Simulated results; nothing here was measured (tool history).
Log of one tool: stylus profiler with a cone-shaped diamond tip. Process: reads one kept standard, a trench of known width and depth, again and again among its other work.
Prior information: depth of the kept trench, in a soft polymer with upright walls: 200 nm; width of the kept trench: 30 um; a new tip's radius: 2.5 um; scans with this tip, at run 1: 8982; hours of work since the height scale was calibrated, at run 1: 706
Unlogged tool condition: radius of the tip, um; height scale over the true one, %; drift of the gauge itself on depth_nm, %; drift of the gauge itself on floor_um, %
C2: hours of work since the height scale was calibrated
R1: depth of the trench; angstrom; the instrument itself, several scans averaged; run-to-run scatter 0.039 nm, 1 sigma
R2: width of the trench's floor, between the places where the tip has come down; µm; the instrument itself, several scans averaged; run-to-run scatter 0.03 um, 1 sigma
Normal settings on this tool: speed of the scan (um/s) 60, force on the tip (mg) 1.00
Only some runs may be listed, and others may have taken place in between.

{"run": 1, "hour": 0.0, "speed of the scan (um/s)": 60, "force on the tip (mg)": 1.0, "scans with this tip": 8982, "C2": 706, "R1": 2011.9, "R2": 26.2}
{"run": 2, "hour": 28.3, "speed of the scan (um/s)": 60, "force on the tip (mg)": 1.79, "scans with this tip": 9170, "C2": 720, "R1": 2016.6, "R2": 26.3}
{"run": 3, "hour": 49.3, "speed of the scan (um/s)": 60, "force on the tip (mg)": 1.79, "scans with this tip": 9310, "C2": 731, "R1": 2016.8, "R2": 26.34}
{"run": 4, "hour": 69.4, "speed of the scan (um/s)": 60, "force on the tip (mg)": 1.79, "scans with this tip": 9444, "C2": 742, "R1": 2016.2, "R2": 26.34}
{"run": 5, "hour": 98.2, "speed of the scan (um/s)": 60, "force on the tip (mg)": 1.0, "scans with this tip": 9635, "C2": 757, "R1": 2012.3, "R2": 26.14}
{"run": 6, "hour": 113.0, "speed of the scan (um/s)": 60, "force on the tip (mg)": 1.0, "scans with this tip": 9733, "C2": 765, "R1": 2012.0, "R2": 26.18}
{"run": 7, "hour": 146.3, "speed of the scan (um/s)": 60, "force on the tip (mg)": 1.0, "scans with this tip": 9955, "C2": 782, "R1": 2012.2, "R2": 26.13}
{"run": 8, "hour": 169.7, "speed of the scan (um/s)": 60, "force on the tip (mg)": 1.0, "scans with this tip": 10111, "C2": 794, "R1": 2012.1, "R2": 26.14}
{"run": 9, "hour": 196.9, "speed of the scan (um/s)": 60, "force on the tip (mg)": 1.0, "scans with this tip": 10292, "C2": 809, "R1": 2013.1, "R2": 26.11}
{"run": 10, "hour": 226.1, "speed of the scan (um/s)": 60, "force on the tip (mg)": 1.0, "scans with this tip": 10486, "C2": 824, "R1": 2011.4, "R2": 26.07}
{"hour": 239.5, "done": "new tip fitted, height scale calibrated"}
{"run": 11, "hour": 260.8, "speed of the scan (um/s)": 60, "force on the tip (mg)": 1.0, "scans with this tip": 141, "C2": 11, "R1": 2009.7, "R2": 27.48}
{"run": 12, "hour": 286.0, "speed of the scan (um/s)": 60, "force on the tip (mg)": 1.0, "scans with this tip": 309, "C2": 24, "R1": 2009.5, "R2": 27.48}
{"run": 13, "hour": 304.0, "speed of the scan (um/s)": 60, "force on the tip (mg)": 1.0, "scans with this tip": 429, "C2": 34, "R1": 2009.2, "R2": 27.46}
{"run": 14, "hour": 325.7, "speed of the scan (um/s)": 60, "force on the tip (mg)": 1.0, "scans with this tip": 573, "C2": 45, "R1": 2009.7, "R2": 27.42}
{"run": 15, "hour": 352.5, "speed of the scan (um/s)": 60, "force on the tip (mg)": 1.0, "scans with this tip": 751, "C2": 59, "R1": 2009.8, "R2": 27.38}
{"run": 16, "hour": 382.4, "speed of the scan (um/s)": 60, "force on the tip (mg)": 1.0, "scans with this tip": 950, "C2": 75, "R1": 2009.8, "R2": 27.34}
{"run": 17, "hour": 406.6, "speed of the scan (um/s)": 60, "force on the tip (mg)": 1.0, "scans with this tip": 1111, "C2": 87, "R1": 2009.6, "R2": 27.34}
{"run": 18, "hour": 427.0, "speed of the scan (um/s)": 60, "force on the tip (mg)": 1.0, "scans with this tip": 1247, "C2": 98, "R1": 2009.3, "R2": 27.25}
{"run": 19, "hour": 454.3, "speed of the scan (um/s)": 133, "force on the tip (mg)": 1.0, "scans with this tip": 1428, "C2": 112, "R1": 2009.1, "R2": 26.62}
{"run": 20, "hour": 475.6, "speed of the scan (um/s)": 133, "force on the tip (mg)": 1.0, "scans with this tip": 1570, "C2": 123, "R1": 2010.2, "R2": 26.56}
{"run": 21, "hour": 495.1, "speed of the scan (um/s)": 133, "force on the tip (mg)": 1.0, "scans with this tip": 1700, "C2": 134, "R1": 2009.5, "R2": 26.56}
{"run": 22, "hour": 524.9, "speed of the scan (um/s)": 133, "force on the tip (mg)": 1.0, "scans with this tip": 1897, "C2": 149, "R1": 2010.8, "R2": 26.48}
{"run": 23, "hour": 540.8, "speed of the scan (um/s)": 133, "force on the tip (mg)": 1.0, "scans with this tip": 2003, "C2": 157, "R1": 2009.9, "R2": 26.53}
{"run": 24, "hour": 555.6, "speed of the scan (um/s)": 60, "force on the tip (mg)": 1.3, "scans with this tip": 2102, "C2": 165, "R1": 2011.6, "R2": 27.29}
{"run": 25, "hour": 587.7, "speed of the scan (um/s)": 60, "force on the tip (mg)": 1.5, "scans with this tip": 2315, "C2": 182, "R1": 2012.7, "R2": 27.21}
{"run": 26, "hour": 610.8, "speed of the scan (um/s)": 60, "force on the tip (mg)": 0.9, "scans with this tip": 2469, "C2": 194, "R1": 2009.3, "R2": 27.16}
{"run": 27, "hour": 642.8, "speed of the scan (um/s)": 102, "force on the tip (mg)": 0.9, "scans with this tip": 2682, "C2": 211, "R1": 2009.6, "R2": 26.62}
{"run": 28, "hour": 674.7, "speed of the scan (um/s)": 33, "force on the tip (mg)": 1.35, "scans with this tip": 2894, "C2": 227, "R1": 2012.0, "R2": 27.37}
{"run": 29, "hour": 702.8, "speed of the scan (um/s)": 23, "force on the tip (mg)": 1.35, "scans with this tip": 3080, "C2": 242, "R1": 2011.9, "R2": 27.45}
{"run": 30, "hour": 734.6, "speed of the scan (um/s)": 23, "force on the tip (mg)": 1.35, "scans with this tip": 3293, "C2": 259, "R1": 2011.6, "R2": 27.39}
{"run": 31, "hour": 766.4, "speed of the scan (um/s)": 94, "force on the tip (mg)": 1.4, "scans with this tip": 3504, "C2": 275, "R1": 2012.9, "R2": 26.8}
{"run": 32, "hour": 782.5, "speed of the scan (um/s)": 94, "force on the tip (mg)": 1.4, "scans with this tip": 3611, "C2": 284, "R1": 2012.6, "R2": 26.79}
{"run": 33, "hour": 804.2, "speed of the scan (um/s)": 94, "force on the tip (mg)": 1.4, "scans with this tip": 3755, "C2": 295, "R1": 2012.5, "R2": 26.75}
{"run": 34, "hour": 828.6, "speed of the scan (um/s)": 94, "force on the tip (mg)": 1.4, "scans with this tip": 3917, "C2": 308, "R1": 2011.6, "R2": 26.71}
{"run": 35, "hour": 861.9, "speed of the scan (um/s)": 17, "force on the tip (mg)": 0.39, "scans with this tip": 4139, "C2": 325, "R1": 2005.9, "R2": 27.22}
{"run": 36, "hour": 877.4, "speed of the scan (um/s)": 104, "force on the tip (mg)": 0.39, "scans with this tip": 4242, "C2": 333, "R1": 2006.4, "R2": 25.88}
{"run": 37, "hour": 907.3, "speed of the scan (um/s)": 70, "force on the tip (mg)": 0.56, "scans with this tip": 4441, "C2": 349, "R1": 2007.0, "R2": 26.56}
{"run": 38, "hour": 941.2, "speed of the scan (um/s)": 187, "force on the tip (mg)": 2.76, "scans with this tip": 4666, "C2": 367, "R1": 2020.2, "R2": 26.29}
{"run": 39, "hour": 966.9, "speed of the scan (um/s)": 175, "force on the tip (mg)": 2.34, "scans with this tip": 4837, "C2": 380, "R1": 2017.8, "R2": 26.31}
{"run": 40, "hour": 987.0, "speed of the scan (um/s)": 192, "force on the tip (mg)": 0.85, "scans with this tip": 4971, "C2": 391, "R1": 2009.6, "R2": 25.36}
{"run": 41, "hour": 1018.8, "speed of the scan (um/s)": 192, "force on the tip (mg)": 0.85, "scans with this tip": 5182, "C2": 407, "R1": 2009.6, "R2": 25.34}
{"run": 42, "hour": 1042.4, "speed of the scan (um/s)": 18, "force on the tip (mg)": 0.85, "scans with this tip": 5340, "C2": 419, "R1": 2009.8, "R2": 27.17}
{"run": 43, "hour": 1065.6, "speed of the scan (um/s)": 21, "force on the tip (mg)": 0.63, "scans with this tip": 5493, "C2": 432, "R1": 2007.9, "R2": 27.04}
{"run": 44, "hour": 1094.7, "speed of the scan (um/s)": 21, "force on the tip (mg)": 0.63, "scans with this tip": 5687, "C2": 447, "R1": 2008.2, "R2": 27.01}
{"run": 45, "hour": 1122.3, "speed of the scan (um/s)": 145, "force on the tip (mg)": 0.57, "scans with this tip": 5870, "C2": 461, "R1": 2007.2, "R2": 25.43}
{"run": 46, "hour": 1154.7, "speed of the scan (um/s)": 145, "force on the tip (mg)": 0.57, "scans with this tip": 6086, "C2": 478, "R1": 2007.5, "R2": 25.38}

What will run 47 give?
{"run": 47, "hour": 1186.1, "speed of the scan (um/s)": 145, "force on the tip (mg)": 0.57, "scans with this tip": 6295, "C2": 495, "R1": "?", "R2": "?"}

{"run 47": {"R1": 2007.9, "R2": 25.41}}
Without the tool's hidden state the same run would have given R1 2006.5 angstrom, R2 26.25 µm.
